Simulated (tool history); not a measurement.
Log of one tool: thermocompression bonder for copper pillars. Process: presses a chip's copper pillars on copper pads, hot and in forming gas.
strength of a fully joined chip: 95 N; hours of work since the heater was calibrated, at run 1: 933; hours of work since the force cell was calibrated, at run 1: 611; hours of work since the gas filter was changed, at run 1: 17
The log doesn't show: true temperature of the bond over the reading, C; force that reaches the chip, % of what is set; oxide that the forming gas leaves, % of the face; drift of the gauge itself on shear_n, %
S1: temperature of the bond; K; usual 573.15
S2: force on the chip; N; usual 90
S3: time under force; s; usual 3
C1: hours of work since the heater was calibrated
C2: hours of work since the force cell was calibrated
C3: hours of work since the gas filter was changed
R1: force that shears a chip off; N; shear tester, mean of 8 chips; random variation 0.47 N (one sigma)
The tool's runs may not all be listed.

Run 1, hour 0: usual settings; C1 933; C2 611; C3 17. Result: R1 63.6 N.
Run 2, hour 48.4: usual settings but S2 78 N; C1 969; C2 648; C3 54. Result: R1 60.6 N.
Run 3, hour 90.1: usual settings; C1 1000; C2 679; C3 85. Result: R1 62.9 N.
Run 4, hour 140.2: usual settings; C1 1038; C2 716; C3 123. Result: R1 62 N.
Run 5, hour 216.2: usual settings but S1 597.15 K; C1 1095; C2 774; C3 180. Result: R1 74.5 N.
Run 6, hour 282.8: usual settings but S1 597.15 K; C1 1145; C2 823; C3 230. Result: R1 74.6 N.
Run 7, hour 322.5: usual settings but S1 597.15 K; C1 1175; C2 853; C3 259. Result: R1 74.5 N.
At hour 374.9: heater calibrated with a thermocouple chip.
Run 8, hour 377.3: usual settings but S1 569.15 K; C1 2; C2 893; C3 299. Result: R1 53.9 N.
Run 9, hour 427.8: usual settings but S1 569.15 K; C1 40; C2 931; C3 337. Result: R1 53.1 N.
Run 10, hour 473: usual settings but S1 569.15 K, S2 76 N, S3 6 s; C1 74; C2 965; C3 371. Result: R1 60.2 N.
Run 11, hour 545.4: usual settings but S1 586.15 K, S2 120 N, S3 8 s; C1 128; C2 1019; C3 425. Result: R1 80.6 N.

3 ways to go on from here, each from the tool as it stands after run 11. What would each give?
Run A, hour 581: usual settings but S1 603.15 K, S2 120 N, S3 2 s; C1 155; C2 1046; C3 452. Result: R1 ?.
Run B, hour 581: usual settings but S1 557.15 K, S2 103 N, S3 2 s; C1 155; C2 1046; C3 452. Result: R1 ?.
Run C, hour 581: usual settings but S1 587.15 K, S2 113 N; C1 155; C2 1046; C3 452. Result: R1 ?.

run    R1
  A  71.8
  B  41.8
  C  67.4
Without the tool's hidden state the same runs would have given:
run    R1
  A  80.2
  B  47.5
  C  75.5

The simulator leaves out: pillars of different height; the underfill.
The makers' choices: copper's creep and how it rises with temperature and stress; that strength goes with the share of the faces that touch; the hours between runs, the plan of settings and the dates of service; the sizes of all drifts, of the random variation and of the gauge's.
